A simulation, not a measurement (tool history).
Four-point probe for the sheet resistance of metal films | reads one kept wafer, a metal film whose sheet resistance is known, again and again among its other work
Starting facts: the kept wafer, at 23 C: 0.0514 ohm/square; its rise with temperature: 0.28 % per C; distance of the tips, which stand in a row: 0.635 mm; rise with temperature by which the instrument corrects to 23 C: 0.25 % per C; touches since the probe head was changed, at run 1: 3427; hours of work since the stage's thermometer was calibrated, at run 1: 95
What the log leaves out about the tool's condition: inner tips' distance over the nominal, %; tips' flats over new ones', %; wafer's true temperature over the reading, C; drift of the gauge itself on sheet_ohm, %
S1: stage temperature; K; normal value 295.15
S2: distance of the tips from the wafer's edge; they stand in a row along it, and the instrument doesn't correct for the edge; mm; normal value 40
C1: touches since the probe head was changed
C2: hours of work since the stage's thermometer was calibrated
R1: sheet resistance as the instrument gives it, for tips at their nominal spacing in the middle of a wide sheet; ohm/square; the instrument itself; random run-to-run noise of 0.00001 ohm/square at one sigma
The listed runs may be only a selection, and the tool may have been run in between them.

run   hour      S1  S2     C1   C2        R1
  1    0.0  295.15  40   3427   95  0.051249
  2   12.5  295.15  40   4154  104  0.051271
  3   36.9  295.15  40   5566  121  0.051272
  4   50.1  295.15  40   6329  130  0.051240
  5   68.5  295.15  40   7395  144  0.051260
  6   85.4  292.15  40   8375  156  0.051206
  7   98.1  294.15  40   9114  165  0.051241
  8  117.9  295.15  40  10260  179  0.051270
  9  130.3  295.15  40  10978  188  0.051260
 10  147.8  295.15  40  11992  201  0.051276
 11  169.0  295.15  40  13218  216  0.051268
 12  179.8  295.15  40  13844  223  0.051271
 13  191.5  295.15  40  14521  232  0.051273
 14  212.5  295.15  40  15739  247  0.051251
 15  234.1  295.15   7  16992  262  0.051483
 16  257.9  295.15  15  18373  280  0.051302
 17  269.3  295.15  15  19030  288  0.051309
 18  288.2  295.15  40  20129  301  0.051262
 19  306.5  295.15  40  21187  314  0.051271
 20  320.9  295.15  40  22020  325  0.051261
 21  334.2  295.15  40  22790  334  0.051270
 22  349.0  295.15  40  23649  345  0.051281
 23  369.4  295.15  40  24833  359  0.051291
 24  385.4  296.15   4  25758  371  0.051956
 25  406.7  295.15  33  26995  386  0.051283
 26  423.5  295.15  33  27965  398  0.051253
 27  447.1  296.15   7  29332  415  0.051512
 28  464.5  304.15   9  30342  428  0.051506
 29  490.3  304.15   9  31838  446  0.051537
 30  507.3  304.15   9  32825  458  0.051539
     509.7  -- stage's thermometer calibrated
 31  519.7  304.15  13  33513    7  0.051467
 32  543.9  304.15  13  34916   25  0.051456
 33  558.0  306.15  19  35729   35  0.051442
 34  580.8  299.15   3  37056   51  0.052527
 35  597.3  299.15  12  38007   63  0.051394
 36  615.3  292.15   7  39050   76  0.051460
 37  630.3  296.15   4  39922   86  0.051965
 38  642.6  291.15   6  40636   95  0.051523
 39  662.1  291.15   6  41766  109  0.051515
     666.0  -- stage's thermometer calibrated, once more
 40  673.5  302.15  40  42393    5  0.051404
 41  694.3  299.15  56  43598   20  0.051363
 42  707.4  299.15  56  44358   30  0.051352
 43  726.1  295.15   3  45440   43  0.052506
 44  743.7  297.15   5  46461   56  0.051778

Branching from run 44: 4 alternative next runs. What would each branch give?
  A  754.7  304.15   9  47099  64   ?
  B  754.7  299.15  34  47099  64   ?
  C  754.7  296.15  33  47099  64   ?
  D  754.7  293.15   7  47099  64   ?

run        R1
  A  0.051568
  B  0.051374
  C  0.051310
  D  0.051505
What these runs would have given with no unlogged condition in the tool:
run        R1
  A  0.051655
  B  0.051461
  C  0.051397
  D  0.051592

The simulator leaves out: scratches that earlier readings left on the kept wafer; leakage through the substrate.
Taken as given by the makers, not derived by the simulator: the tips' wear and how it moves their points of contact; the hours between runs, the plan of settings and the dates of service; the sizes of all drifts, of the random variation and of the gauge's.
